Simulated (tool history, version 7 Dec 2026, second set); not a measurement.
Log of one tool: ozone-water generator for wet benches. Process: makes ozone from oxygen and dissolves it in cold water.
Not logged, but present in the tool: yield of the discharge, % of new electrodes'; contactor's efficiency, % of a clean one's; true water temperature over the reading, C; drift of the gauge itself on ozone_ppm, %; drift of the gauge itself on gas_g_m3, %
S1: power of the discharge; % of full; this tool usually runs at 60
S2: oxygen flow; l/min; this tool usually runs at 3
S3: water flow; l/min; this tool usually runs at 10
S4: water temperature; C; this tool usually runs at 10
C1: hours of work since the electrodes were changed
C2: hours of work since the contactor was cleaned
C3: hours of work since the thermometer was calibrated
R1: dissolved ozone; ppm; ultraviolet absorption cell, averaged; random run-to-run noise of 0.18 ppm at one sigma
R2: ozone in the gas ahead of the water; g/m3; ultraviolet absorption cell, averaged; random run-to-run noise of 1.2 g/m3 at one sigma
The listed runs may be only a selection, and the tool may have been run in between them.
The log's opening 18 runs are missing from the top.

run,hour,S1,S2,S3,S4,C1,C2,C3,R1,R2
19,2123.1,96,3,10,8,5152,335,1092,26.2,230.4
20,2235.5,90,2.36,13,15,5261,445,1201,16.9,242.7
21,2381.4,60,3.46,10,13,5404,587,1344,18,160
# hour 2428.6: contactor cleaned, once more
22,2498.4,60,3.46,10,13,5514,68,1454,18.9,159.3
23,2640,60,3.46,10,13,5652,206,1592,18.9,159.2
24,2772,60,3,9,8,5781,335,1721,21.7,163.9
25,2925.7,60,2.1,7,12,5931,485,1871,24.6,192.9
26,3002.6,44,2.1,7,12,6006,560,1946,20.3,161.7
27,3082.4,42,2.95,14,9,6084,638,2024,11,133.2
28,3146.5,42,2.95,14,9,6146,700,2086,10.8,133.5
29,3282.5,42,2.95,14,9,6279,833,2219,11,133.6
30,3375.6,60,1.57,13,14,6370,924,2310,11.6,214.3
31,3513.4,60,1.57,13,14,6504,1058,2444,11.6,214.9
32,3658.1,47,1.73,10,10,6645,1199,2585,14.5,175.5
33,3795.9,47,1.73,10,10,6780,1334,2720,14.2,173.3

Predict each of these 4 candidate next runs independently; none follows another, all start after run 33:
A,3899.5,60,3,10,8,6881,1435,2821,?,?
B,3899.5,45,1.58,10,10,6881,1435,2821,?,?
C,3899.5,60,3.81,15,5,6881,1435,2821,?,?
D,3899.5,86,1.53,12,10,6881,1435,2821,?,?

run,R1,R2
A,18.4,156.9
B,13.5,176.8
C,13.2,141.8
D,15.6,257.2
Had the tool no hidden state, the same runs would have come out as:
run,R1,R2
A,24.7,207.3
B,17,219.8
C,17.7,186.9
D,22.4,365

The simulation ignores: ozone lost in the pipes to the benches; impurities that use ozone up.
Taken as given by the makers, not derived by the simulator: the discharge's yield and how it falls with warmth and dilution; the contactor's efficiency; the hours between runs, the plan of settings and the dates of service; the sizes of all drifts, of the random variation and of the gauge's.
